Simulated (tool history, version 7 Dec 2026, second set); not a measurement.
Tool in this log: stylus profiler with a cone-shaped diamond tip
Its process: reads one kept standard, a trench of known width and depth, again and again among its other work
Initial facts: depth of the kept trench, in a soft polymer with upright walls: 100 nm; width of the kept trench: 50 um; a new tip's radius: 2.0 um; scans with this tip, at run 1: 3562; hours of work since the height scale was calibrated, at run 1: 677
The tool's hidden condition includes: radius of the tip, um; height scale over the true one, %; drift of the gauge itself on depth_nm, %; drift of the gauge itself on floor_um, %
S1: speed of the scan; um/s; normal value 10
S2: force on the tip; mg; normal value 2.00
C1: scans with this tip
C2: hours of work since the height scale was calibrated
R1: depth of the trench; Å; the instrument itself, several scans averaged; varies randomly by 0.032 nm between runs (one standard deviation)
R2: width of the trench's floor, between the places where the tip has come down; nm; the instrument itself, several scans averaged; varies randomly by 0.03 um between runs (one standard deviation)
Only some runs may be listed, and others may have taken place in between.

run 1 hour=0.0 | S1=10 S2=2.00 | C1=3562 C2=677 | R1=1010.2 R2=48500
run 2 hour=23.9 | S1=7 S2=2.00 | C1=3634 C2=690 | R1=1009.6 R2=48480
run 3 hour=69.8 | S1=7 S2=2.00 | C1=3772 C2=717 | R1=1009.5 R2=48540
run 4 hour=101.5 | S1=7 S2=2.00 | C1=3867 C2=735 | R1=1009.5 R2=48490
run 5 hour=143.5 | S1=10 S2=2.00 | C1=3993 C2=759 | R1=1009.9 R2=48490
run 6 hour=176.1 | S1=10 S2=2.00 | C1=4091 C2=777 | R1=1010.1 R2=48400
run 7 hour=201.2 | S1=10 S2=2.00 | C1=4167 C2=792 | R1=1009.8 R2=48470
run 8 hour=241.5 | S1=10 S2=2.00 | C1=4287 C2=815 | R1=1009.1 R2=48470
run 9 hour=295.8 | S1=10 S2=0.83 | C1=4450 C2=846 | R1=1003.6 R2=48430
run 10 hour=340.4 | S1=17 S2=2.00 | C1=4585 C2=871 | R1=1009.6 R2=48430
run 11 hour=369.9 | S1=10 S2=1.86 | C1=4673 C2=888 | R1=1008.7 R2=48410
run 12 hour=397.3 | S1=10 S2=1.86 | C1=4755 C2=903 | R1=1008.2 R2=48460
run 13 hour=425.7 | S1=10 S2=1.86 | C1=4841 C2=920 | R1=1009.0 R2=48450
run 14 hour=468.5 | S1=10 S2=1.86 | C1=4969 C2=944 | R1=1009.1 R2=48400
run 15 hour=494.1 | S1=6 S2=1.86 | C1=5046 C2=959 | R1=1008.3 R2=48380
run 16 hour=544.3 | S1=6 S2=1.86 | C1=5197 C2=987 | R1=1008.9 R2=48450
run 17 hour=588.1 | S1=6 S2=1.97 | C1=5328 C2=1012 | R1=1008.9 R2=48450
run 18 hour=615.6 | S1=6 S2=1.97 | C1=5411 C2=1028 | R1=1009.1 R2=48390
run 19 hour=657.9 | S1=7 S2=1.97 | C1=5538 C2=1052 | R1=1008.8 R2=48340
run 20 hour=707.7 | S1=10 S2=5.04 | C1=5688 C2=1081 | R1=1019.8 R2=48330
run 21 hour=755.7 | S1=10 S2=5.04 | C1=5832 C2=1108 | R1=1019.6 R2=48430
run 22 hour=801.6 | S1=10 S2=5.63 | C1=5970 C2=1134 | R1=1021.0 R2=48440
run 23 hour=854.2 | S1=14 S2=2.00 | C1=6128 C2=1164 | R1=1008.8 R2=48290
run 24 hour=907.7 | S1=14 S2=2.00 | C1=6288 C2=1195 | R1=1009.2 R2=48310
run 25 hour=945.1 | S1=14 S2=2.00 | C1=6401 C2=1216 | R1=1008.7 R2=48340
run 26 hour=982.1 | S1=29 S2=5.54 | C1=6512 C2=1237 | R1=1020.1 R2=48310
run 27 hour=1031.9 | S1=7 S2=4.96 | C1=6661 C2=1266 | R1=1018.7 R2=48350
run 28 hour=1089.7 | S1=18 S2=0.71 | C1=6835 C2=1299 | R1=1002.0 R2=48170
run 29 hour=1147.2 | S1=10 S2=5.52 | C1=7008 C2=1331 | R1=1020.3 R2=48280
run 30 hour=1189.6 | S1=12 S2=5.42 | C1=7135 C2=1356 | R1=1019.7 R2=48310
run 31 hour=1245.8 | S1=35 S2=2.57 | C1=7304 C2=1388 | R1=1010.4 R2=48140
run 32 hour=1276.4 | S1=35 S2=2.57 | C1=7396 C2=1405 | R1=1010.4 R2=48150
run 33 hour=1328.2 | S1=24 S2=3.19 | C1=7551 C2=1435 | R1=1012.5 R2=48230
run 34 hour=1364.3 | S1=24 S2=3.19 | C1=7660 C2=1455 | R1=1012.5 R2=48260
run 35 hour=1388.0 | S1=24 S2=1.22 | C1=7731 C2=1469 | R1=1004.4 R2=48170
run 36 hour=1437.5 | S1=6 S2=2.47 | C1=7879 C2=1497 | R1=1009.7 R2=48290
run 37 hour=1493.7 | S1=6 S2=4.69 | C1=8048 C2=1529 | R1=1017.0 R2=48320
run 38 hour=1545.1 | S1=6 S2=1.02 | C1=8203 C2=1558 | R1=1003.1 R2=48290
run 39 hour=1596.0 | S1=2 S2=2.23 | C1=8356 C2=1588 | R1=1008.5 R2=48280
run 40 hour=1631.8 | S1=2 S2=2.23 | C1=8463 C2=1608 | R1=1008.6 R2=48310
run 41 hour=1663.2 | S1=2 S2=1.20 | C1=8557 C2=1626 | R1=1003.8 R2=48330
run 42 hour=1696.3 | S1=3 S2=2.70 | C1=8657 C2=1645 | R1=1010.5 R2=48260
run 43 hour=1742.3 | S1=3 S2=2.70 | C1=8795 C2=1671 | R1=1010.1 R2=48260
-- hour=1761.2 height scale calibrated on a step standard
run 44 hour=1766.9 | S1=4 S2=1.62 | C1=8867 C2=3 | R1=1011.5 R2=48280
run 45 hour=1816.1 | S1=3 S2=2.20 | C1=9015 C2=31 | R1=1014.2 R2=48250
run 46 hour=1874.7 | S1=5 S2=5.04 | C1=9191 C2=65 | R1=1023.7 R2=48290

The logged runs with the hidden state left out (each run's random variation unchanged):
run=1 R1=1012.7 R2=48700
run=2 R1=1012.1 R2=48680
run=3 R1=1012.1 R2=48750
run=4 R1=1012.1 R2=48700
run=5 R1=1012.6 R2=48710
run=6 R1=1012.8 R2=48630
run=7 R1=1012.5 R2=48700
run=8 R1=1011.9 R2=48700
run=9 R1=1006.5 R2=48680
run=10 R1=1012.6 R2=48690
run=11 R1=1011.7 R2=48660
run=12 R1=1011.3 R2=48720
run=13 R1=1012.0 R2=48720
run=14 R1=1012.2 R2=48670
run=15 R1=1011.4 R2=48660
run=16 R1=1012.1 R2=48740
run=17 R1=1012.2 R2=48740
run=18 R1=1012.5 R2=48690
run=19 R1=1012.2 R2=48640
run=20 R1=1023.3 R2=48640
run=21 R1=1023.2 R2=48750
run=22 R1=1024.7 R2=48760
run=23 R1=1012.5 R2=48610
run=24 R1=1012.9 R2=48650
run=25 R1=1012.5 R2=48680
run=26 R1=1024.0 R2=48660
run=27 R1=1022.7 R2=48710
run=28 R1=1006.0 R2=48540
run=29 R1=1024.5 R2=48650
run=30 R1=1024.0 R2=48690
run=31 R1=1014.7 R2=48520
run=32 R1=1014.7 R2=48540
run=33 R1=1016.9 R2=48630
run=34 R1=1016.9 R2=48660
run=35 R1=1008.9 R2=48580
run=36 R1=1014.2 R2=48700
run=37 R1=1021.7 R2=48740
run=38 R1=1007.8 R2=48720
run=39 R1=1013.3 R2=48710
run=40 R1=1013.4 R2=48750
run=41 R1=1008.7 R2=48770
run=42 R1=1015.5 R2=48710
run=43 R1=1015.2 R2=48710
run=44 R1=1011.0 R2=48740
run=45 R1=1013.8 R2=48710
run=46 R1=1023.4 R2=48760
